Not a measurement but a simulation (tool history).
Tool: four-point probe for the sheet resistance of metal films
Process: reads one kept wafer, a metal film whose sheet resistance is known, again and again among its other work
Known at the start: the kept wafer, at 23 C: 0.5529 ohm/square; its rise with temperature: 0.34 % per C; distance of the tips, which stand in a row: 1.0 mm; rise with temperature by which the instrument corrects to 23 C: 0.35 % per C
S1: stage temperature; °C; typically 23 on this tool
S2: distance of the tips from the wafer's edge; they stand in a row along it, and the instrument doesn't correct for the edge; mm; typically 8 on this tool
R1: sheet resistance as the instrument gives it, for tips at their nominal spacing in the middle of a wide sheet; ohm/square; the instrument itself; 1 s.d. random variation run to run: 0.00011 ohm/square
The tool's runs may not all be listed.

{"run": 1, "hour": 0.0, "S1": 23, "S2": 8, "R1": 0.555815}
{"run": 2, "hour": 55.6, "S1": 23, "S2": 8, "R1": 0.556255}
{"run": 3, "hour": 101.1, "S1": 23, "S2": 8, "R1": 0.556157}
{"run": 4, "hour": 155.0, "S1": 23, "S2": 8, "R1": 0.556123}
{"run": 5, "hour": 199.4, "S1": 23, "S2": 8, "R1": 0.556206}
{"run": 6, "hour": 235.3, "S1": 23, "S2": 8, "R1": 0.556145}
{"run": 7, "hour": 275.4, "S1": 26, "S2": 8, "R1": 0.5563}
{"run": 8, "hour": 331.5, "S1": 26, "S2": 8, "R1": 0.556324}
{"run": 9, "hour": 365.3, "S1": 26, "S2": 8, "R1": 0.556089}
{"run": 10, "hour": 402.1, "S1": 23, "S2": 8, "R1": 0.556472}
{"run": 11, "hour": 449.2, "S1": 23, "S2": 65, "R1": 0.551735}
{"run": 12, "hour": 492.5, "S1": 30, "S2": 65, "R1": 0.551867}
{"run": 13, "hour": 535.7, "S1": 30, "S2": 65, "R1": 0.551822}
{"run": 14, "hour": 589.4, "S1": 30, "S2": 6, "R1": 0.559859}
{"run": 15, "hour": 643.4, "S1": 25, "S2": 60, "R1": 0.552117}
{"run": 16, "hour": 683.5, "S1": 35, "S2": 8, "R1": 0.556347}
{"run": 17, "hour": 714.4, "S1": 25, "S2": 22, "R1": 0.552531}
{"run": 18, "hour": 758.0, "S1": 34, "S2": 34, "R1": 0.551988}
{"run": 19, "hour": 787.9, "S1": 34, "S2": 34, "R1": 0.551935}
{"run": 20, "hour": 837.6, "S1": 34, "S2": 25, "R1": 0.552377}
{"run": 21, "hour": 896.9, "S1": 34, "S2": 25, "R1": 0.552267}
{"run": 22, "hour": 950.3, "S1": 34, "S2": 25, "R1": 0.552369}
{"run": 23, "hour": 993.9, "S1": 34, "S2": 25, "R1": 0.552454}
{"run": 24, "hour": 1049.5, "S1": 21, "S2": 5, "R1": 0.563917}
{"run": 25, "hour": 1105.5, "S1": 20, "S2": 5, "R1": 0.563918}
{"run": 26, "hour": 1155.2, "S1": 20, "S2": 5, "R1": 0.563756}

Below are 5 alternative next runs, each starting from the tool's condition after run 26. Predict each:
{"run": "A", "hour": 1214.7, "S1": 32, "S2": 20, "R1": "?"}
{"run": "B", "hour": 1214.7, "S1": 20, "S2": 5, "R1": "?"}
{"run": "C", "hour": 1214.7, "S1": 27, "S2": 5, "R1": "?"}
{"run": "D", "hour": 1214.7, "S1": 21, "S2": 14, "R1": "?"}
{"run": "E", "hour": 1214.7, "S1": 30, "S2": 5, "R1": "?"}

run=A R1=0.552886
run=B R1=0.564149
run=C R1=0.563895
run=D R1=0.553804
run=E R1=0.563885
With the hidden condition removed and each run's random variation left untouched, the same runs would have given:
run=A R1=0.553536
run=B R1=0.564836
run=C R1=0.564567
run=D R1=0.554476
run=E R1=0.564551
